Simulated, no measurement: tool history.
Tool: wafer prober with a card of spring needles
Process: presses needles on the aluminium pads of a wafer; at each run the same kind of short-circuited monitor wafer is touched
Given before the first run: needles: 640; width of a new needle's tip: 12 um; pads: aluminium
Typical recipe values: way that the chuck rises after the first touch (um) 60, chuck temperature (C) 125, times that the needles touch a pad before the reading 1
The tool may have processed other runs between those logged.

run	hour	way that the chuck rises after the first touch (um)	chuck temperature (C)	times that the needles touch a pad before the reading	resistance of one needle with its contact and lead (mohm)	way that a needle slides on the pad (um)
1	0	60	125	1	322	15.35
# hour 1.9: tips cleaned on abrasive film
# hour 18.7: tips cleaned on abrasive film
2	18.7	60	125	1	268	15.32
# hour 37.7: tips cleaned on abrasive film
3	38.2	60	125	1	270	15.29
4	53.5	60	125	1	318	15.31
# hour 54.9: tips cleaned on abrasive film
5	67	60	125	2	294	15.28
# hour 73.1: tips cleaned on abrasive film
6	81.8	60	125	1	305	15.35
# hour 91.6: tips cleaned on abrasive film
# hour 108.8: tips cleaned on abrasive film
7	108.8	60	125	1	269	15.26
# hour 125.7: tips cleaned on abrasive film
8	126.6	60	125	1	272	15.28
# hour 142.7: tips cleaned on abrasive film
9	151.4	60	125	1	306	15.21
# hour 159.2: tips cleaned on abrasive film
10	173.8	60	125	1	323	15.21
# hour 176.7: tips cleaned on abrasive film
# hour 193.3: tips cleaned on abrasive film
11	202.3	60	125	1	308	15.19
# hour 207: height of the first contact set anew
# hour 210.7: tips cleaned on abrasive film
# hour 227.7: tips cleaned on abrasive film
12	231.4	60	125	1	291	15.35
# hour 245.7: tips cleaned on abrasive film
13	253.8	60	125	1	306	15.36
# hour 262.4: tips cleaned on abrasive film
# hour 279.3: tips cleaned on abrasive film
14	279.3	60	125	1	267	15.29
# hour 296.9: tips cleaned on abrasive film
15	304.9	60	125	1	311	15.31
# hour 314.6: tips cleaned on abrasive film
16	324.5	60	125	1	310	15.25
# hour 332.7: tips cleaned on abrasive film
# hour 350.7: tips cleaned on abrasive film
17	351.3	69	94	1	261	17.6
18	363.7	60	125	1	320	15.3
# hour 368.5: tips cleaned on abrasive film
# hour 385.2: tips cleaned on abrasive film
19	391	60	125	1	303	15.27
# hour 402.4: tips cleaned on abrasive film
20	406.7	44	125	2	299	11.15
# hour 419.5: tips cleaned on abrasive film
21	423.5	43	50	1	308	10.91
# hour 437.8: tips cleaned on abrasive film
22	445.1	45	72	2	301	11.42
# hour 455.3: tips cleaned on abrasive film
23	468.9	45	111	1	363	11.35

What does the tool deliver on the next run?
# hour 471.8: tips cleaned on abrasive film
24	481.4	63	111	2	?	?

Run 24 produced resistance of one needle with its contact and lead (mohm) 288, way that a needle slides on the pad (um) 16.01.
With the hidden condition absent and the run-to-run variation left alone, this run would have shown resistance of one needle with its contact and lead (mohm) 259, way that a needle slides on the pad (um) 16.21.
